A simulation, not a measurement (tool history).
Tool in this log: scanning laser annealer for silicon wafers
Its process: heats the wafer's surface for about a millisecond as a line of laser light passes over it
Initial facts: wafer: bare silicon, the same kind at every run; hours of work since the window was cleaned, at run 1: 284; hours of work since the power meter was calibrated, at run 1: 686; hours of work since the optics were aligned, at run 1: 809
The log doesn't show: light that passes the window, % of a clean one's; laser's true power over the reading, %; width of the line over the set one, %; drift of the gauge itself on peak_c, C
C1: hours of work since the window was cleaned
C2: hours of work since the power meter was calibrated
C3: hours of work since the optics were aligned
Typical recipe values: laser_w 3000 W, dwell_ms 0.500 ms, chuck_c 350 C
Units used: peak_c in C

Run 1, hour 0.0: usual settings; C1 284; C2 686; C3 809. Result: peak_c 1118 C.
Run 2, hour 24.5: usual settings; C1 301; C2 703; C3 827. Result: peak_c 1119 C.
At hour 37.9: optics aligned, line set to its width.
Run 3, hour 44.8: usual settings; C1 312; C2 714; C3 5. Result: peak_c 1139 C.
Run 4, hour 61.9: usual settings; C1 324; C2 726; C3 17. Result: peak_c 1139 C.
Run 5, hour 72.3: usual settings but chuck_c 317 C; C1 331; C2 734; C3 24. Result: peak_c 1107 C.
Run 6, hour 90.4: usual settings; C1 344; C2 747; C3 37. Result: peak_c 1138 C.
Run 7, hour 114.4: usual settings; C1 361; C2 764; C3 54. Result: peak_c 1139 C.
Run 8, hour 139.5: usual settings; C1 379; C2 781; C3 72. Result: peak_c 1137 C.
Run 9, hour 156.6: usual settings; C1 391; C2 794; C3 84. Result: peak_c 1134 C.
Run 10, hour 174.8: usual settings but laser_w 3268 W; C1 404; C2 806; C3 97. Result: peak_c 1216 C.
Run 11, hour 186.0: usual settings; C1 412; C2 814; C3 105. Result: peak_c 1134 C.
Run 12, hour 207.9: usual settings; C1 428; C2 830; C3 121. Result: peak_c 1134 C.
Run 13, hour 223.9: usual settings; C1 439; C2 841; C3 132. Result: peak_c 1134 C.
Run 14, hour 243.5: usual settings but laser_w 2809 W; C1 453; C2 855; C3 146. Result: peak_c 1074 C.
Run 15, hour 262.4: usual settings but laser_w 3295 W, chuck_c 387 C; C1 466; C2 869; C3 159. Result: peak_c 1256 C.
Run 16, hour 276.0: usual settings but laser_w 2730 W, dwell_ms 0.379 ms, chuck_c 374 C; C1 476; C2 878; C3 169. Result: peak_c 989 C.
Run 17, hour 287.1: usual settings but laser_w 2730 W, dwell_ms 0.379 ms, chuck_c 374 C; C1 484; C2 886; C3 177. Result: peak_c 990 C.
Run 18, hour 298.8: usual settings but laser_w 2730 W, dwell_ms 0.586 ms, chuck_c 380 C; C1 492; C2 894; C3 185. Result: peak_c 1133 C.
Run 19, hour 321.0: usual settings but laser_w 2730 W, dwell_ms 0.586 ms, chuck_c 380 C; C1 508; C2 910; C3 201. Result: peak_c 1132 C.
Run 20, hour 335.8: usual settings but laser_w 2808 W, dwell_ms 0.618 ms, chuck_c 362 C; C1 518; C2 921; C3 211. Result: peak_c 1157 C.
Run 21, hour 354.1: usual settings but laser_w 2808 W, dwell_ms 0.618 ms, chuck_c 362 C; C1 531; C2 934; C3 224. Result: peak_c 1155 C.
Run 22, hour 375.9: usual settings but laser_w 3027 W, dwell_ms 0.578 ms, chuck_c 324 C; C1 547; C2 949; C3 240. Result: peak_c 1158 C.
Run 23, hour 389.4: usual settings but laser_w 3027 W, dwell_ms 0.578 ms, chuck_c 324 C; C1 556; C2 959; C3 249. Result: peak_c 1163 C.
Run 24, hour 409.9: usual settings but dwell_ms 0.370 ms; C1 571; C2 973; C3 264. Result: peak_c 1021 C.
Run 25, hour 428.8: usual settings but dwell_ms 0.370 ms; C1 584; C2 987; C3 277. Result: peak_c 1020 C.
Run 26, hour 446.5: usual settings but dwell_ms 0.370 ms; C1 597; C2 999; C3 290. Result: peak_c 1023 C.
Run 27, hour 471.8: usual settings but laser_w 2696 W, dwell_ms 0.488 ms, chuck_c 374 C; C1 615; C2 1017; C3 308. Result: peak_c 1049 C.
Run 28, hour 492.0: usual settings but laser_w 2800 W, dwell_ms 0.388 ms, chuck_c 332 C; C1 629; C2 1031; C3 322. Result: peak_c 963 C.

Forecast each of these 4 alternatives for the next run:
Run A, hour 507.6: usual settings but laser_w 2587 W; C1 640; C2 1043; C3 333. Result: peak_c ?.
Run B, hour 507.6: usual settings but chuck_c 384 C; C1 640; C2 1043; C3 333. Result: peak_c ?.
Run C, hour 507.6: usual settings but dwell_ms 0.388 ms, chuck_c 346 C; C1 640; C2 1043; C3 333. Result: peak_c ?.
Run D, hour 507.6: usual settings but laser_w 3226 W, dwell_ms 0.388 ms, chuck_c 332 C; C1 640; C2 1043; C3 333. Result: peak_c ?.

run  peak_c
  A     998
  B    1151
  C    1029
  D    1074
Without the tool's unlogged condition, the same runs would have read:
run  peak_c
  A    1028
  B    1187
  C    1061
  D    1109
